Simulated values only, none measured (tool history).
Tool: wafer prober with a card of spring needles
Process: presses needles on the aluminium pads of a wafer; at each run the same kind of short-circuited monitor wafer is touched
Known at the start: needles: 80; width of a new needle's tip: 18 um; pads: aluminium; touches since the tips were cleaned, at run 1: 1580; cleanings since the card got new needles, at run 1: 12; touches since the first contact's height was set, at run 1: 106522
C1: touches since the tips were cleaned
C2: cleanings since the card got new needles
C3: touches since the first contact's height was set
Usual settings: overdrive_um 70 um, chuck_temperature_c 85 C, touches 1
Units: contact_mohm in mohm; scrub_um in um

run 1 hour=0.0 | overdrive_um=70 chuck_temperature_c=85 touches=1 | C1=1580 C2=12 C3=106522 | contact_mohm=254 scrub_um=15.16
run 2 hour=7.9 | overdrive_um=70 chuck_temperature_c=85 touches=1 | C1=4649 C2=12 C3=109591 | contact_mohm=259 scrub_um=15.22
-- hour=15.5 tips cleaned on abrasive film
run 3 hour=17.2 | overdrive_um=70 chuck_temperature_c=85 touches=1 | C1=645 C2=13 C3=113128 | contact_mohm=251 scrub_um=15.18
run 4 hour=23.2 | overdrive_um=70 chuck_temperature_c=85 touches=1 | C1=2958 C2=13 C3=115441 | contact_mohm=260 scrub_um=15.14
run 5 hour=32.0 | overdrive_um=70 chuck_temperature_c=47 touches=1 | C1=6394 C2=13 C3=118877 | contact_mohm=252 scrub_um=15.18
-- hour=35.0 tips cleaned on abrasive film
run 6 hour=37.5 | overdrive_um=70 chuck_temperature_c=47 touches=2 | C1=975 C2=14 C3=120947 | contact_mohm=242 scrub_um=15.11
run 7 hour=44.6 | overdrive_um=70 chuck_temperature_c=44 touches=2 | C1=3703 C2=14 C3=123675 | contact_mohm=247 scrub_um=15.16
run 8 hour=51.6 | overdrive_um=70 chuck_temperature_c=44 touches=2 | C1=6417 C2=14 C3=126389 | contact_mohm=244 scrub_um=15.15
-- hour=54.4 tips cleaned on abrasive film
run 9 hour=57.9 | overdrive_um=70 chuck_temperature_c=44 touches=2 | C1=1326 C2=15 C3=128788 | contact_mohm=241 scrub_um=15.12
run 10 hour=63.8 | overdrive_um=70 chuck_temperature_c=44 touches=2 | C1=3632 C2=15 C3=131094 | contact_mohm=246 scrub_um=15.13
run 11 hour=68.0 | overdrive_um=70 chuck_temperature_c=44 touches=2 | C1=5244 C2=15 C3=132706 | contact_mohm=246 scrub_um=15.13
-- hour=74.2 tips cleaned on abrasive film
run 12 hour=74.3 | overdrive_um=70 chuck_temperature_c=44 touches=2 | C1=22 C2=16 C3=135096 | contact_mohm=233 scrub_um=15.06
run 13 hour=78.8 | overdrive_um=70 chuck_temperature_c=85 touches=1 | C1=1764 C2=16 C3=136838 | contact_mohm=256 scrub_um=15.05
run 14 hour=86.0 | overdrive_um=59 chuck_temperature_c=77 touches=1 | C1=4550 C2=16 C3=139624 | contact_mohm=264 scrub_um=12.68
-- hour=93.5 tips cleaned on abrasive film
run 15 hour=93.9 | overdrive_um=70 chuck_temperature_c=85 touches=1 | C1=165 C2=17 C3=142646 | contact_mohm=249 scrub_um=15.02
run 16 hour=99.3 | overdrive_um=72 chuck_temperature_c=85 touches=1 | C1=2262 C2=17 C3=144743 | contact_mohm=259 scrub_um=15.50
run 17 hour=107.1 | overdrive_um=75 chuck_temperature_c=31 touches=3 | C1=5258 C2=17 C3=147739 | contact_mohm=236 scrub_um=16.14
-- hour=113.1 tips cleaned on abrasive film
run 18 hour=113.5 | overdrive_um=70 chuck_temperature_c=84 touches=2 | C1=166 C2=18 C3=150190 | contact_mohm=245 scrub_um=15.02
run 19 hour=122.9 | overdrive_um=66 chuck_temperature_c=65 touches=2 | C1=3780 C2=18 C3=153804 | contact_mohm=252 scrub_um=14.15
run 20 hour=131.7 | overdrive_um=66 chuck_temperature_c=65 touches=2 | C1=7191 C2=18 C3=157215 | contact_mohm=256 scrub_um=14.17
-- hour=132.4 tips cleaned on abrasive film
run 21 hour=138.6 | overdrive_um=66 chuck_temperature_c=65 touches=2 | C1=2407 C2=19 C3=159851 | contact_mohm=251 scrub_um=14.11
run 22 hour=148.3 | overdrive_um=70 chuck_temperature_c=29 touches=2 | C1=6144 C2=19 C3=163588 | contact_mohm=241 scrub_um=15.02
-- hour=151.8 tips cleaned on abrasive film
run 23 hour=156.3 | overdrive_um=70 chuck_temperature_c=29 touches=2 | C1=1711 C2=20 C3=166645 | contact_mohm=236 scrub_um=14.97
run 24 hour=164.5 | overdrive_um=55 chuck_temperature_c=85 touches=1 | C1=4883 C2=20 C3=169817 | contact_mohm=273 scrub_um=11.74
run 25 hour=169.4 | overdrive_um=90 chuck_temperature_c=66 touches=1 | C1=6779 C2=20 C3=171713 | contact_mohm=252 scrub_um=19.42
-- hour=171.6 tips cleaned on abrasive film
run 26 hour=176.1 | overdrive_um=57 chuck_temperature_c=54 touches=1 | C1=1769 C2=21 C3=174289 | contact_mohm=253 scrub_um=12.18

Hidden state or all else? Some run-to-run changes of contact_mohm, split into what the settings, what came in and random variation would give without the hidden state, and what is left for the hidden state (with any gauge scatter that isn't in both results):
The hidden state here: debris on the tips, nm; way that the needles fall short of the set height, um; tips' diameter, um; drift of the gauge itself on contact_mohm, %; drift of the gauge itself on scrub_um, %.
Run 12 -> 13: chuck_temperature_c 44 -> 85, touches 2 -> 1. contact_mohm +23 mohm: hidden state +9, all else +14.
Run 14 -> 15: overdrive_um 59 -> 70, chuck_temperature_c 77 -> 85, tips cleaned on abrasive film. contact_mohm -15 mohm: hidden state -18, all else +3.
Run 23 -> 24: overdrive_um 70 -> 55, chuck_temperature_c 29 -> 85, touches 2 -> 1. contact_mohm +37 mohm: hidden state +17, all else +20.
